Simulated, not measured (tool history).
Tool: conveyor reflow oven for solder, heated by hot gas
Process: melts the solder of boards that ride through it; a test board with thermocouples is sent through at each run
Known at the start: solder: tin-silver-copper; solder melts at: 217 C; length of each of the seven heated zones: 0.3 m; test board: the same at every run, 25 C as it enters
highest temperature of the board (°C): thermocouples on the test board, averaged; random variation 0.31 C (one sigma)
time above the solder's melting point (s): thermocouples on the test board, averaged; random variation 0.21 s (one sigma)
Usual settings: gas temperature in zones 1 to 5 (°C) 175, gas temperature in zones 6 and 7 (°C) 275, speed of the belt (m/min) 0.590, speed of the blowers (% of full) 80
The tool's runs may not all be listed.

run     day  gas temperature in zones 1 to 5 (°C)  gas temperature in zones 6 and 7 (°C)  speed of the belt (m/min)  speed of the blowers (% of full)  highest temperature of the board (°C)  time above the solder's melting point (s)
  1   0.000                                   175                                    275                      0.590                                80                                  264.5                                       52.9
  2   1.800                                   175                                    284                      0.590                                80                                  273.2                                       55.6
  3   3.800                                   175                                    284                      0.590                                80                                  273.0                                       55.6
  4   5.542                                   175                                    284                      0.590                                80                                  273.7                                       55.4
  5   7.225                                   175                                    275                      0.590                                80                                  265.1                                       52.5
  6   8.121                                   175                                    275                      0.590                                80                                  264.7                                       53.0
      9.829  -- flux residue cleaned out of gas plates and filters
  7  10.192                                   172                                    275                      0.590                                80                                  264.0                                       51.9
  8  12.225                                   172                                    275                      0.590                                80                                  264.5                                       51.7
  9  14.100                                   162                                    275                      0.590                                80                                  263.3                                       49.0
 10  15.188                                   175                                    275                      0.590                                80                                  264.3                                       52.8
     15.371  -- thermocouples of zones 6 and 7 changed
 11  17.308                                   175                                    275                      0.590                                80                                  264.5                                       52.5
 12  18.400                                   179                                    275                      0.590                                80                                  265.0                                       54.1
 13  19.579                                   179                                    267                      0.590                                80                                  257.6                                       51.5
 14  20.892                                   179                                    267                      0.590                                80                                  258.0                                       51.2
 15  22.571                                   179                                    267                      0.590                                80                                  258.3                                       51.5
 16  24.071                                   170                                    275                      0.590                                62                                  260.2                                       49.3
     25.338  -- flux residue cleaned out of gas plates and filters
 17  25.738                                   185                                    275                      0.590                                80                                  265.8                                       55.8
 18  26.662                                   185                                    275                      0.590                                80                                  265.9                                       55.7
 19  28.367                                   185                                    267                      0.590                                52                                  252.7                                       49.1
 20  29.575                                   185                                    267                      0.590                                52                                  253.2                                       49.5
 21  30.912                                   174                                    275                      0.590                                52                                  257.6                                       48.9
 22  32.908                                   174                                    275                      0.590                                52                                  258.3                                       48.6
 23  34.829                                   174                                    275                      0.590                                52                                  257.5                                       48.4
 24  36.033                                   173                                    275                      0.689                                80                                  260.0                                       42.4
 25  37.571                                   169                                    286                      0.482                                86                                  279.8                                       69.2
 26  38.850                                   169                                    286                      0.482                                86                                  280.2                                       69.2
 27  39.883                                   169                                    286                      0.482                                86                                  279.2                                       69.5
     40.817  -- flux residue cleaned out of gas plates and filters
 28  41.275                                   175                                    271                      0.701                                68                                  253.3                                       38.8
 29  42.125                                   163                                    275                      0.590                                80                                  263.2                                       49.2
 30  43.479                                   187                                    276                      0.483                                84                                  271.4                                       71.0

Forecast each of these 3 alternatives for the next run:
  A  44.958                                   174                                    275                      0.590                                56                                      ?                                          ?
  B  44.958                                   187                                    275                      0.628                                55                                      ?                                          ?
  C  44.958                                   187                                    276                      0.483                                74                                      ?                                          ?

run  highest temperature of the board (°C)  time above the solder's melting point (s)
  A                                  259.1                                       49.3
  B                                  259.1                                       50.1
  C                                  270.4                                       71.0
Without the tool's hidden state the same runs would have given:
run  highest temperature of the board (°C)  time above the solder's melting point (s)
  A                                  259.1                                       49.2
  B                                  259.1                                       50.0
  C                                  270.4                                       70.9
